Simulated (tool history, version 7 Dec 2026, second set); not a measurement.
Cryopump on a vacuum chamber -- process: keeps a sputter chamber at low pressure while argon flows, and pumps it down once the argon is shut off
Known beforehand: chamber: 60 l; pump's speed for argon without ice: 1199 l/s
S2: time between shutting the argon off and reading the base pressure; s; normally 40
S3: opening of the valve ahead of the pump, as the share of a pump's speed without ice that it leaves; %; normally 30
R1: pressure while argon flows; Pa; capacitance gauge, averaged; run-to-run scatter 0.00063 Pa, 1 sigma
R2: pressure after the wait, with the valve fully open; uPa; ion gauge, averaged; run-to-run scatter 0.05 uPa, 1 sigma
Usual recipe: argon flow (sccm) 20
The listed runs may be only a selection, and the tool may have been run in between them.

run 1 day=0.000 | argon_flow_(sccm)=20 S2=40 S3=30 | R1=0.0956 R2=3.24
run 2 day=0.842 | argon_flow_(sccm)=20 S2=40 S3=30 | R1=0.0959 R2=3.29
run 3 day=1.246 | argon_flow_(sccm)=20 S2=40 S3=30 | R1=0.0966 R2=3.23
run 4 day=1.712 | argon_flow_(sccm)=20 S2=139 S3=30 | R1=0.0965 R2=1.28
run 5 day=2.088 | argon_flow_(sccm)=20 S2=40 S3=30 | R1=0.0956 R2=3.27
run 6 day=2.512 | argon_flow_(sccm)=20 S2=40 S3=30 | R1=0.0958 R2=3.24
run 7 day=3.125 | argon_flow_(sccm)=20 S2=40 S3=30 | R1=0.0968 R2=3.30
run 8 day=4.008 | argon_flow_(sccm)=20 S2=40 S3=30 | R1=0.0953 R2=3.28
run 9 day=4.554 | argon_flow_(sccm)=23 S2=239 S3=30 | R1=0.1102 R2=0.99
run 10 day=5.083 | argon_flow_(sccm)=40 S2=45 S3=17 | R1=0.3349 R2=2.95
run 11 day=5.662 | argon_flow_(sccm)=40 S2=45 S3=17 | R1=0.3350 R2=2.98
run 12 day=6.167 | argon_flow_(sccm)=19 S2=45 S3=29 | R1=0.0950 R2=3.01
run 13 day=6.921 | argon_flow_(sccm)=9 S2=130 S3=21 | R1=0.0619 R2=1.43
run 14 day=7.292 | argon_flow_(sccm)=14 S2=40 S3=21 | R1=0.0967 R2=3.24
run 15 day=7.838 | argon_flow_(sccm)=14 S2=40 S3=21 | R1=0.0960 R2=3.37
run 16 day=8.296 | argon_flow_(sccm)=14 S2=40 S3=21 | R1=0.0966 R2=3.29

4 options for the next run, each taken on its own from the tool as it stands now. Forecast them:
run A day=8.671 | argon_flow_(sccm)=10 S2=40 S3=25 | R1=? R2=?
run B day=8.671 | argon_flow_(sccm)=20 S2=42 S3=30 | R1=? R2=?
run C day=8.671 | argon_flow_(sccm)=14 S2=40 S3=38 | R1=? R2=?
run D day=8.671 | argon_flow_(sccm)=21 S2=40 S3=49 | R1=? R2=?

run=A R1=0.0583 R2=3.26
run=B R1=0.0977 R2=3.14
run=C R1=0.0534 R2=3.33
run=D R1=0.0636 R2=3.21
Had the tool no hidden state, the same runs would have come out as:
run=A R1=0.0565 R2=2.98
run=B R1=0.0943 R2=2.86
run=C R1=0.0510 R2=3.04
run=D R1=0.0600 R2=2.93
